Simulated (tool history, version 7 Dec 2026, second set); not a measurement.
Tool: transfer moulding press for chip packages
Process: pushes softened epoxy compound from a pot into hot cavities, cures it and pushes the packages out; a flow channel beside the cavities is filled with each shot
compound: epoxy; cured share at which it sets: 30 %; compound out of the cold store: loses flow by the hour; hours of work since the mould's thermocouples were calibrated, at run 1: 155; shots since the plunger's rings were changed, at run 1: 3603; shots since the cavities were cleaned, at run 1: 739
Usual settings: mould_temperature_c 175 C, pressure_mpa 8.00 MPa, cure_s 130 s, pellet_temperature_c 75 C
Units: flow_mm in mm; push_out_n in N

run   hour  mould_temperature_c  pressure_mpa  cure_s  pellet_temperature_c  hours of work since the mould's thermocouples were calibrated  shots since the plunger's rings were changed  shots since the cavities were cleaned  incoming compound's hours out of the cold store  flow_mm  push_out_n
  1    0.0                  175          8.00     130                    75                                                            155                                          3603                                    739                                             29.9      710         748
      15.6  -- cavities cleaned with cleaning compound and waxed
  2   34.9                  175          8.00     130                    75                                                            169                                          3805                                    117                                             31.9      704         539
  3   71.9                  175          8.00     130                    75                                                            185                                          4029                                    341                                             37.6      691         621
  4  127.3                  175          8.00     130                    75                                                            209                                          4364                                    676                                             21.9      716         736
     155.1  -- cavities cleaned with cleaning compound and waxed
  5  162.6                  171          8.00     130                    75                                                            224                                          4569                                     46                                             14.4      745         626
  6  199.7                  175          8.00     130                    75                                                            240                                          4793                                    270                                             37.9      687         600
  7  229.7                  175          8.00     130                    75                                                            253                                          4974                                    451                                             16.8      722         684
     293.8  -- cavities cleaned with cleaning compound and waxed
  8  297.3                  175          8.00     153                    75                                                            281                                          5374                                     21                                             24.3      707         424
  9  329.2                  175          8.00     130                    75                                                            295                                          5567                                    214                                             10.1      732         577
 10  386.7                  175          8.00     130                    75                                                            320                                          5915                                    562                                             41.2      666         694
     406.3  -- plunger's sealing rings changed
 11  421.5                  175          8.00     130                    75                                                            334                                            91                                    757                                              8.4      786         796
     433.0  -- cavities cleaned with cleaning compound and waxed
 12  451.9                  175          8.96     130                    75                                                            346                                           267                                    115                                             39.9      760         506
 13  495.6                  175          8.96     130                    75                                                            365                                           531                                    379                                             13.9      811         663
 14  556.3                  175          8.00     130                    73                                                            391                                           898                                    746                                             13.5      768         755
     572.3  -- cavities cleaned with cleaning compound and waxed
 15  602.2                  175          8.00     130                    73                                                            411                                          1167                                    181                                              8.4      775         570

The next listed run, before its measurement:
 16  643.3                  180          7.57     116                    78                                                            428                                          1415                                    429                                             22.6        ?           ?

flow_mm: 709 mm
push_out_n: 635 N
Without the tool's hidden state the same run would have given flow_mm 723 mm, push_out_n 430 N.
